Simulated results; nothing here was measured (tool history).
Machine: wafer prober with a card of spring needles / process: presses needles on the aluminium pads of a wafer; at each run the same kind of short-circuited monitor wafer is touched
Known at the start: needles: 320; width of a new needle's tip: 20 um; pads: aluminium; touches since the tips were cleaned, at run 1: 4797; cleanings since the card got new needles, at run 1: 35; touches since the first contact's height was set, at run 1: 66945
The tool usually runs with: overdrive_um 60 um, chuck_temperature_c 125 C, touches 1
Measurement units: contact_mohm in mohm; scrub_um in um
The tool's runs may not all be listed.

run	day	overdrive_um	chuck_temperature_c	touches	touches since the tips were cleaned	cleanings since the card got new needles	touches since the first contact's height was set	contact_mohm	scrub_um
1	0	60	125	1	4797	35	66945	298	16.24
# day 0.471: tips cleaned on abrasive film
2	0.862	60	125	1	2361	36	72115	304	16.28
3	1.558	60	125	3	6529	36	76283	301	16.25
# day 1.733: tips cleaned on abrasive film
4	2.512	60	125	3	4672	37	81994	299	16.28
# day 3.029: tips cleaned on abrasive film
5	3.708	60	125	3	4080	38	89163	298	16.2
# day 4.283: tips cleaned on abrasive film
6	4.433	60	125	3	895	39	93485	300	16.24
7	4.988	60	125	3	4242	39	96832	300	16.22
# day 5.492: tips cleaned on abrasive film
8	6.254	60	125	3	4585	40	104403	295	16.22
# day 6.688: tips cleaned on abrasive film
9	7.371	60	125	3	4116	41	111096	296	16.27
# day 7.733: height of the first contact set anew
# day 7.896: tips cleaned on abrasive film
10	8.496	63	125	2	3589	42	4541	296	17.01
# day 9.138: tips cleaned on abrasive film
11	9.138	52	125	2	0	43	8375	303	14.02
12	10.258	52	125	2	6757	43	15132	300	14.02
# day 10.354: tips cleaned on abrasive film
13	11.283	50	79	1	5566	44	21247	285	13.44

Consider 5 possible next runs. They are alternatives, not a sequence: every one starts from the tool as it was left by run 13. What does each give?
# day 11.554: tips cleaned on abrasive film
A	12.433	60	51	1	5283	45	28137	?	?
# day 11.554: tips cleaned on abrasive film
B	12.433	43	79	1	5283	45	28137	?	?
# day 11.554: tips cleaned on abrasive film
C	12.433	47	40	3	5283	45	28137	?	?
# day 11.554: tips cleaned on abrasive film
D	12.433	77	87	2	5283	45	28137	?	?
# day 11.554: tips cleaned on abrasive film
E	12.433	60	31	1	5283	45	28137	?	?

run	contact_mohm	scrub_um
A	280	16.14
B	289	11.57
C	277	12.62
D	286	20.8
E	266	16.14
Without the tool's unlogged condition, the same runs would have read:
run	contact_mohm	scrub_um
A	280	16.26
B	289	11.65
C	276	12.71
D	286	20.96
E	266	16.26
